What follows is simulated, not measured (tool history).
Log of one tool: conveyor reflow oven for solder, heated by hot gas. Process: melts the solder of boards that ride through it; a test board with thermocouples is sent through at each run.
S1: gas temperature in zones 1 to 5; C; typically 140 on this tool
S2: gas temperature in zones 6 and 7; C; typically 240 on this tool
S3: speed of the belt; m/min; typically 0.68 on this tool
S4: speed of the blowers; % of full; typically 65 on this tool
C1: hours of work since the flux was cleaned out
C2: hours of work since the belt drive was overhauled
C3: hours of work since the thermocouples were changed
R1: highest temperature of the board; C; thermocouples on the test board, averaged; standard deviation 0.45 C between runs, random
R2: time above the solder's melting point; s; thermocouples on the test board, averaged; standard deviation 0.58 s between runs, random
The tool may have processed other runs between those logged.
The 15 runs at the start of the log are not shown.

run   hour   S1   S2     S3  S4   C1   C2   C3     R1    R2
 16  195.2  148  251  0.607  65  156  250  355  226.2    70
 17  208.8  148  248  0.607  65  164  258  363  224.5  68.2
 18  224.6  148  248  0.607  65  173  267  372    224  68.2
 19  236.6  148  248  0.607  65  180  274  379  223.6  66.6
 20    255  148  248  0.607  65  191  285  390  224.6  67.2
 21  268.1  140  240  0.756  65  199  293  398  206.4  37.2
 22  284.7  134  240   0.68  72  208  303  407  212.2  46.2
 23  294.4  140  230   0.68  55  214  308  413  197.5  29.9
 24  303.3  140  240  0.662  51  219  313  418  203.9  38.3
 25  311.7  126  240  0.643  51  224  318  423  200.4  32.7
 26  327.3  149  240   0.68  65  233  327  432  213.2  52.3
 27  342.9  140  253   0.68  65  242  337  441  219.7  54.4
 28  352.5  140  248  0.702  73  248  342  447  218.8  52.1
 29    365  138  253   0.68  65  255  349  454  219.2  52.7
 30  378.2  136  247  0.672  66  263  357  462  214.2  49.5

What if the next run were any one of these 4? Each begins from the tool's condition after run 30:
  A  395.9  136  236  0.677  66  273  367  472   ?   ?
  B  395.9  130  247  0.672  66  273  367  472   ?   ?
  C  395.9  137  229  0.672  66  273  367  472   ?   ?
  D  395.9  136  247  0.763  66  273  367  472   ?   ?

run     R1    R2
  A    207  41.6
  B    214  45.7
  C  201.8  35.9
  D  209.2  37.4
What these runs would have given with no unlogged condition in the tool:
run     R1    R2
  A  210.3    45
  B  217.6  48.5
  C  204.9  39.6
  D  212.8  40.4
